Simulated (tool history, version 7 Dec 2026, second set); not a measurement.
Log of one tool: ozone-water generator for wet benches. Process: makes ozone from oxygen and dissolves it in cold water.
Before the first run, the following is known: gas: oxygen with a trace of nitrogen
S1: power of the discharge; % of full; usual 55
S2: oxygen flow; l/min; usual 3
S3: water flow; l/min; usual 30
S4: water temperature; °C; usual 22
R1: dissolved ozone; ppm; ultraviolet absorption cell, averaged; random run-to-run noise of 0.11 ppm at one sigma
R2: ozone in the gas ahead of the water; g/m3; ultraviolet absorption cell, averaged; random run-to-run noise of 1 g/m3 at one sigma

Run 1, hour 0: usual settings. Result: R1 9 ppm, R2 172.3 g/m3.
Run 2, hour 22.9: usual settings but S4 17 °C. Result: R1 9.3 ppm, R2 170.9 g/m3.
Run 3, hour 46.4: usual settings but S4 15 °C. Result: R1 9.3 ppm, R2 172.8 g/m3.
Run 4, hour 79.9: usual settings but S4 15 °C. Result: R1 9.3 ppm, R2 171.3 g/m3.
Run 5, hour 100.4: usual settings but S4 15 °C. Result: R1 9.3 ppm, R2 172.5 g/m3.
At hour 112.8: water thermometer calibrated.
Run 6, hour 118.3: usual settings but S3 28 l/min, S4 15 °C. Result: R1 10 ppm, R2 172.8 g/m3.
Run 7, hour 142.2: usual settings but S1 62 % of full, S3 28 l/min, S4 15 °C. Result: R1 11 ppm, R2 190 g/m3.
Run 8, hour 171.6: usual settings but S1 62 % of full, S3 28 l/min, S4 15 °C. Result: R1 11 ppm, R2 186.8 g/m3.
Run 9, hour 192.4: usual settings but S1 42 % of full, S2 2.51 l/min, S3 35 l/min, S4 25 °C. Result: R1 5.9 ppm, R2 157 g/m3.
At hour 199.1: contactor cleaned.
Run 10, hour 235.7: usual settings but S2 1.76 l/min, S3 38 l/min, S4 26 °C. Result: R1 6.1 ppm, R2 237.9 g/m3.
Run 11, hour 253.6: usual settings but S2 1.76 l/min, S3 20 l/min, S4 18 °C. Result: R1 12.3 ppm, R2 236.9 g/m3.
Run 12, hour 283.7: usual settings but S1 90 % of full, S2 1.98 l/min, S3 28 l/min, S4 16 °C. Result: R1 13 ppm, R2 318 g/m3.
Run 13, hour 317.2: usual settings but S1 45 % of full, S4 27 °C. Result: R1 7.2 ppm, R2 148.1 g/m3.

Here are 3 independent what-if runs from the current tool condition. What would each one return?
Run A, hour 352.3: usual settings but S1 92 % of full, S2 1.99 l/min, S4 20 °C. Result: R1 ?, R2 ?.
Run B, hour 352.3: usual settings but S1 59 % of full, S4 27 °C. Result: R1 ?, R2 ?.
Run C, hour 352.3: usual settings but S1 76 % of full. Result: R1 ?, R2 ?.

run    R1     R2
  A  12.2  325.4
  B   8.9  179.5
  C  11.1  216.6
The same runs, with their run-to-run variation unchanged, on a tool lacking any hidden condition would have given:
run    R1     R2
  A  12.8  331.6
  B   9.3  181.9
  C  11.6  220.3
